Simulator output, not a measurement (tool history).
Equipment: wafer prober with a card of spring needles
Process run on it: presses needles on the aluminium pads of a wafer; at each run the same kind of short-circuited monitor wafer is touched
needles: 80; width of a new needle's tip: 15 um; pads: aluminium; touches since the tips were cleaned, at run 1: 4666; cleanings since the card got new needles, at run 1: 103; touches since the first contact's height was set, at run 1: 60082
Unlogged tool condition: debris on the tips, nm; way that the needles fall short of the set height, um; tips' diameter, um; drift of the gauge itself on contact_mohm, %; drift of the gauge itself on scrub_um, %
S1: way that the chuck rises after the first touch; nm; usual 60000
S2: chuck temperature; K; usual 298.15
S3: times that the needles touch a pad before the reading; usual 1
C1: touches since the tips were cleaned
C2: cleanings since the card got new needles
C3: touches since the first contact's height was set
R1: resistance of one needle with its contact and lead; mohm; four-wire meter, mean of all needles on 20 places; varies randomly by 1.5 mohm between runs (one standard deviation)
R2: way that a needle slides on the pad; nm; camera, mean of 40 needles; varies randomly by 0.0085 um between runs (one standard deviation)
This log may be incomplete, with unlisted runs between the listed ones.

run    hour     S1      S2  S3    C1   C2      C3   R1    R2
  1     0.0  60000  298.15   1  4666  103   60082  380  7944
       14.3  -- tips cleaned on abrasive film
       37.5  -- tips cleaned on abrasive film
  2    48.3  60000  298.15   1  4143  105   78568  364  7911
       62.2  -- tips cleaned on abrasive film
       86.8  -- tips cleaned on abrasive film
  3    97.4  60000  298.15   1  4073  107   97390  398  7895
      111.5  -- tips cleaned on abrasive film
      124.4  -- height of the first contact set anew
      139.1  -- tips cleaned on abrasive film
      162.8  -- tips cleaned on abrasive film
  4   170.0  60000  298.15   1  2749  110   17458  335  7997
      189.0  -- tips cleaned on abrasive film
  5   207.0  60000  298.15   1  6922  111   31646  455  8003
      212.6  -- tips cleaned on abrasive film
      235.1  -- tips cleaned on abrasive film
  6   247.3  60000  381.15   1  4666  113   47069  356  7948
      258.4  -- tips cleaned on abrasive film
      283.2  -- tips cleaned on abrasive film
      306.6  -- tips cleaned on abrasive film
  7   311.4  60000  372.15   1  1841  116   71631  284  7938
      332.3  -- tips cleaned on abrasive film
      356.7  -- tips cleaned on abrasive film
      379.0  -- tips cleaned on abrasive film
  8   384.3  60000  372.15   1  2027  119   99520  316  7884
      404.3  -- tips cleaned on abrasive film
      410.2  -- height of the first contact set anew
      431.3  -- tips cleaned on abrasive film
  9   442.4  47000  298.15   1  4276  121   12374  545  6275
      456.7  -- tips cleaned on abrasive film
      480.5  -- tips cleaned on abrasive film
 10   492.1  47000  298.15   1  4440  123   31381  564  6250
      502.9  -- tips cleaned on abrasive film
      525.8  -- tips cleaned on abrasive film
 11   526.3  47000  298.15   1   214  125   44490  227  6222
      548.6  -- tips cleaned on abrasive film
      575.4  -- tips cleaned on abrasive film
 12   584.7  47000  298.15   1  3558  127   66853  546  6179
      598.1  -- tips cleaned on abrasive film
      620.8  -- tips cleaned on abrasive film
      645.8  -- tips cleaned on abrasive film
 13   648.6  47000  298.15   1  1093  130   91319  326  6137
      668.2  -- tips cleaned on abrasive film
 14   689.4  60000  371.15   1  8161  131  106989  489  7880
      694.3  -- tips cleaned on abrasive film
      694.6  -- height of the first contact set anew
      719.4  -- tips cleaned on abrasive film
      742.1  -- tips cleaned on abrasive film
 15   764.1  60000  371.15   1  8446  134   26644  477  7996
      769.7  -- tips cleaned on abrasive film
      793.7  -- tips cleaned on abrasive film
 16   815.0  60000  371.15   1  8185  136   46151  491  7962
      819.0  -- tips cleaned on abrasive film
      844.5  -- tips cleaned on abrasive film
      870.9  -- tips cleaned on abrasive film
 17   886.6  60000  309.15   2  6036  139   73580  338  7909
      895.9  -- tips cleaned on abrasive film
      923.0  -- tips cleaned on abrasive film
 18   933.3  69000  320.15   1  3951  141   91472  348  9095
      947.5  -- tips cleaned on abrasive film
      973.0  -- tips cleaned on abrasive film
      978.8  -- height of the first contact set anew
      995.5  -- tips cleaned on abrasive film
 19  1002.1  60000  320.15   1  2523  144    8917  332  8020
     1017.9  -- tips cleaned on abrasive film
 20  1036.4  60000  320.15   1  7090  145   22059  477  8006

The next listed run, before its measurement:
     1044.2  -- tips cleaned on abrasive film
     1066.8  -- tips cleaned on abrasive film
 21  1074.1  60000  320.15   1  2824  147  36488   ?   ?

R1: 342 mohm
R2: 7964 nm
Were there no unlogged condition in the tool, this run, its random variation unchanged, would have produced R1 135 mohm, R2 8031 nm.
